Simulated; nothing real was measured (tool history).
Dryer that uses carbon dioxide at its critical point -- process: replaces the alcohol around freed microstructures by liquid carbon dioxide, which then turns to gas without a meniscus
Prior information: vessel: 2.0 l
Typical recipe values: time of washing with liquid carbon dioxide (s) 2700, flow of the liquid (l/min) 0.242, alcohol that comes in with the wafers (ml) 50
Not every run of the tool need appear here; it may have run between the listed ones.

run,hour,time of washing with liquid carbon dioxide (s),flow of the liquid (l/min),alcohol that comes in with the wafers (ml),alcohol left in the vessel before it's heated (ppm by volume)
1,0,2700,0.242,50,545
2,12.5,2700,0.242,50,549
3,29.7,1620,0.242,50,2240
4,41.2,1620,0.242,50,2288
5,63.8,1620,0.317,50,1211
6,78.6,1620,0.317,50,1224
7,97.6,1620,0.269,74,2687
8,112.5,3420,0.242,28,256
9,134.8,3480,0.198,28,369
10,148.6,2760,0.253,68,651
11,161.6,2220,0.194,45,1826
12,184.5,2220,0.194,45,1734

Difference, measured minus no-hidden-state, one row per run. Run-to-run variation is common to both terms; the gauge's own scatter need not be:
Hidden state at play: flow that reaches the vessel past the clogged filter, %; alcohol in the recycled carbon dioxide, ppm; drift of the gauge itself on alcohol_ppm, %.
run,alcohol left in the vessel before it's heated (ppm by volume)
1,+287
2,+305
3,+699
4,+724
5,+522
6,+533
7,+962
8,+214
9,+268
10,+404
11,+745
12,+724
